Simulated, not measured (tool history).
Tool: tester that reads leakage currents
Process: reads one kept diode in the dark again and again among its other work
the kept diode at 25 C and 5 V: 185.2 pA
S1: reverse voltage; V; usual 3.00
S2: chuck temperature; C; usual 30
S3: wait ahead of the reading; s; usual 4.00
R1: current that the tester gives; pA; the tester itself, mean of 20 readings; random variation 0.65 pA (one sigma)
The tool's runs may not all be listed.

Run 1, hour 0.0: usual settings. Result: R1 220.80 pA.
Run 2, hour 151.7: usual settings. Result: R1 221.09 pA.
Run 3, hour 256.5: usual settings. Result: R1 219.25 pA.
Run 4, hour 370.0: usual settings. Result: R1 218.53 pA.
Run 5, hour 461.0: usual settings but S3 6.08 s. Result: R1 217.83 pA.
Run 6, hour 570.4: usual settings but S3 6.08 s. Result: R1 216.18 pA.
Run 7, hour 718.2: usual settings. Result: R1 215.13 pA.
Run 8, hour 850.1: usual settings. Result: R1 213.76 pA.
Run 9, hour 931.2: usual settings. Result: R1 213.25 pA.
Run 10, hour 1065.7: usual settings. Result: R1 212.54 pA.
Run 11, hour 1202.1: usual settings. Result: R1 209.65 pA.
Run 12, hour 1357.1: usual settings but S3 1.04 s. Result: R1 209.52 pA.
Run 13, hour 1427.0: usual settings but S3 1.04 s. Result: R1 208.81 pA.
Run 14, hour 1517.2: usual settings but S3 1.04 s. Result: R1 207.37 pA.
Run 15, hour 1669.6: usual settings but S3 1.04 s. Result: R1 200.96 pA.
Run 16, hour 1733.5: usual settings but S3 1.04 s. Result: R1 200.37 pA.
Run 17, hour 1820.6: usual settings but S3 1.04 s. Result: R1 200.42 pA.
Run 18, hour 1963.4: usual settings but S3 1.04 s. Result: R1 197.92 pA.
Run 19, hour 2074.8: usual settings but S1 14.76 V. Result: R1 473.53 pA.
Run 20, hour 2145.1: usual settings but S1 14.76 V. Result: R1 472.32 pA.
Run 21, hour 2296.2: usual settings but S1 15.63 V, S3 0.37 s. Result: R1 497.65 pA.
Run 22, hour 2393.2: usual settings but S1 15.63 V, S2 59 C, S3 0.37 s. Result: R1 4707.08 pA.
Run 23, hour 2548.4: usual settings but S1 12.60 V, S2 35 C, S3 3.06 s. Result: R1 652.19 pA.
Run 24, hour 2695.1: usual settings but S1 12.60 V, S2 35 C, S3 3.06 s. Result: R1 645.22 pA.
Run 25, hour 2785.7: usual settings but S1 12.60 V, S2 26 C, S3 5.27 s. Result: R1 301.21 pA.
Run 26, hour 2936.8: usual settings but S1 12.60 V, S2 40 C, S3 6.49 s. Result: R1 960.09 pA.
Run 27, hour 3049.2: usual settings but S1 12.60 V, S2 40 C, S3 6.49 s. Result: R1 958.62 pA.

Not shown: 1 entry that the log had between the listed runs. Between which runs, and how does the tool's hidden state differ before and after?
Between runs 14 and 15: probe card cleaned and baked (hour 1549.9)
  stray current of the dirty probe card, pA a volt: 1.764 -> 0.079; current scale over the true one, %: -1.18 -> -1.32; true chuck temperature over the reading, C: -0.67 -> -0.75
  measured less the result without the state, R1: -9.39 -> -16.00 pA
